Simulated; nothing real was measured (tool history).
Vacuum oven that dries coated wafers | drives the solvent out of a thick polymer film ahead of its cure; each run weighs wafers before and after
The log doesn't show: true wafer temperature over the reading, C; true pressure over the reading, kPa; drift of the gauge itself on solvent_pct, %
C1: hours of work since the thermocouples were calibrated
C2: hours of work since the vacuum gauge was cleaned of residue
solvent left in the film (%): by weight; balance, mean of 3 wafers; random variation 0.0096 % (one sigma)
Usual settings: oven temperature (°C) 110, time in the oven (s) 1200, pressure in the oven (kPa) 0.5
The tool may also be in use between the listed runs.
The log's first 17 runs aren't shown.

Run 18, hour 1341.3: usual settings but oven temperature (°C) 113; C1 702; C2 687. Result: solvent left in the film (%) 0.793.
Run 19, hour 1387.3: usual settings but oven temperature (°C) 113; C1 727; C2 713. Result: solvent left in the film (%) 0.796.
Run 20, hour 1491.9: usual settings but oven temperature (°C) 113; C1 786; C2 772. Result: solvent left in the film (%) 0.8.
Run 21, hour 1566.3: usual settings but oven temperature (°C) 113; C1 828; C2 814. Result: solvent left in the film (%) 0.8.
Run 22, hour 1661.5: usual settings; C1 882; C2 867. Result: solvent left in the film (%) 1.21.
Run 23, hour 1734.1: usual settings but oven temperature (°C) 100; C1 923; C2 908. Result: solvent left in the film (%) 3.367.
Run 24, hour 1840.2: usual settings but oven temperature (°C) 100; C1 982; C2 968. Result: solvent left in the film (%) 3.371.
Run 25, hour 1919.8: usual settings but oven temperature (°C) 100; C1 1027; C2 1012. Result: solvent left in the film (%) 3.362.
Run 26, hour 1999.8: usual settings but oven temperature (°C) 100; C1 1072; C2 1057. Result: solvent left in the film (%) 3.346.
Run 27, hour 2080.8: usual settings but oven temperature (°C) 103, time in the oven (s) 1800, pressure in the oven (kPa) 1.953; C1 1118; C2 1103. Result: solvent left in the film (%) 1.499.
Run 28, hour 2140.5: usual settings but oven temperature (°C) 103, time in the oven (s) 1800, pressure in the oven (kPa) 1.953; C1 1151; C2 1137. Result: solvent left in the film (%) 1.497.
Run 29, hour 2238.2: usual settings but oven temperature (°C) 114, time in the oven (s) 1800, pressure in the oven (kPa) 1.953; C1 1206; C2 1192. Result: solvent left in the film (%) 0.436.
Run 30, hour 2323.6: usual settings but oven temperature (°C) 107, time in the oven (s) 1920, pressure in the oven (kPa) 1.46; C1 1254; C2 1240. Result: solvent left in the film (%) 0.752.
Run 31, hour 2423.6: usual settings but oven temperature (°C) 120, time in the oven (s) 1920, pressure in the oven (kPa) 1.46; C1 1310; C2 1296. Result: solvent left in the film (%) 0.2.

The next listed run, before its measurement:
Run 32, hour 2471.2: usual settings but oven temperature (°C) 120, time in the oven (s) 1920, pressure in the oven (kPa) 1.46; C1 1337; C2 1323. Result: solvent left in the film (%) ?.

solvent left in the film (%): 0.199
Without the tool's hidden state the same run would have given solvent left in the film (%) 0.198.

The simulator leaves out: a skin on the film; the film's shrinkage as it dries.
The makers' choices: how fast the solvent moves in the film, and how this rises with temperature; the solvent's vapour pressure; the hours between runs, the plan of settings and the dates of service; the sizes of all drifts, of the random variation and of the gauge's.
